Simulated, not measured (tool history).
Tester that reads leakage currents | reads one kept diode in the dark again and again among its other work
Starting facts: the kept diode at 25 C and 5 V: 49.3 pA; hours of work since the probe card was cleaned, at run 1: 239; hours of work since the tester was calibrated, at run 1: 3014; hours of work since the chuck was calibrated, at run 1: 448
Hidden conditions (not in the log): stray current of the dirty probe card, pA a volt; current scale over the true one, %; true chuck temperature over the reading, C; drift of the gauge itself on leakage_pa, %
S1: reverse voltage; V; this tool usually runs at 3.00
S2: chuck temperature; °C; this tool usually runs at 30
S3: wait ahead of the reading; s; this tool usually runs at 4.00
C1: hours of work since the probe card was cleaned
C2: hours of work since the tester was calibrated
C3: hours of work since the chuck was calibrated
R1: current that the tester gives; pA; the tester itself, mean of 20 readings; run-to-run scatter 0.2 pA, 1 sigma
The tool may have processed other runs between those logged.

run,hour,S1,S2,S3,C1,C2,C3,R1
1,0.0,3.00,30,4.00,239,3014,448,66.19
2,99.5,3.00,30,4.00,283,3058,492,66.26
3,239.9,3.00,30,4.00,344,3119,553,66.00
4,418.9,3.00,30,4.00,422,3197,632,66.43
5,559.8,3.00,30,4.00,484,3259,693,65.83
6,675.1,3.00,30,4.00,534,3309,744,66.28
7,778.0,3.00,30,4.00,579,3354,789,65.76
8,898.3,3.00,30,4.00,632,3407,841,65.95
9,1068.5,3.00,30,4.00,706,3481,916,66.00
10,1262.9,3.00,30,4.00,791,3566,1001,66.42
# hour 1351.6: chuck's temperature calibrated
11,1494.9,3.00,30,4.00,892,3667,63,66.30
12,1600.2,3.44,30,4.00,938,3713,109,69.80
13,1834.9,3.44,30,4.00,1041,3816,211,69.05
14,2048.0,3.00,30,4.00,1134,3909,304,66.07
15,2176.5,3.00,30,4.00,1190,3965,361,66.26
16,2321.1,13.02,30,4.00,1253,4028,424,110.58
17,2552.8,13.02,30,4.00,1354,4129,525,110.28
18,2776.6,13.02,30,4.00,1452,4227,623,110.11
19,3002.0,1.51,30,4.00,1551,4326,722,52.10
20,3116.4,1.51,30,4.00,1601,4376,772,51.84
21,3344.9,9.61,44,4.00,1701,4476,872,340.01
22,3440.8,9.61,44,4.00,1743,4518,913,339.27
23,3652.5,9.61,44,4.00,1835,4610,1006,338.21
# hour 3717.5: chuck's temperature calibrated
24,3875.6,4.18,44,5.11,1932,4707,69,252.55
25,3976.2,4.18,44,5.11,1976,4751,113,252.43
26,4143.5,1.47,26,1.08,2049,4824,186,35.60
27,4346.2,9.43,30,0.37,2138,4913,275,100.47
# hour 4423.6: tester calibrated
28,4449.6,1.66,48,1.81,2182,11,319,257.72
29,4683.7,1.66,48,1.81,2284,114,422,256.34
30,4828.4,3.00,36,0.84,2348,177,485,113.80
31,5050.0,1.38,22,2.57,2445,274,582,23.64
32,5157.8,1.71,35,2.77,2492,321,629,85.69
33,5332.1,10.64,20,2.77,2568,397,705,40.13
34,5506.8,3.00,27,4.00,2644,474,781,49.92
35,5652.8,3.00,27,4.00,2708,537,845,49.96
36,5760.0,2.96,50,9.68,2755,584,892,367.18
37,5888.5,2.96,50,9.68,2811,641,948,368.12
38,5986.7,2.96,50,9.68,2854,683,991,369.27
# hour 6089.8: chuck's temperature calibrated
39,6095.5,9.58,30,5.11,2901,730,2,99.41

5 options for the next run, each taken on its own from the tool as it stands now. Forecast them:
A,6274.8,9.58,31,5.11,2979,809,81,?
B,6274.8,9.25,24,0.37,2979,809,81,?
C,6274.8,5.10,39,4.00,2979,809,81,?
D,6274.8,2.97,24,0.30,2979,809,81,?
E,6274.8,1.96,37,4.00,2979,809,81,?

run,R1
A,108.99
B,57.54
C,177.57
D,38.24
E,106.61
Had the tool no hidden state, the same runs would have come out as:
run,R1
A,108.90
B,57.47
C,177.51
D,38.22
E,106.59
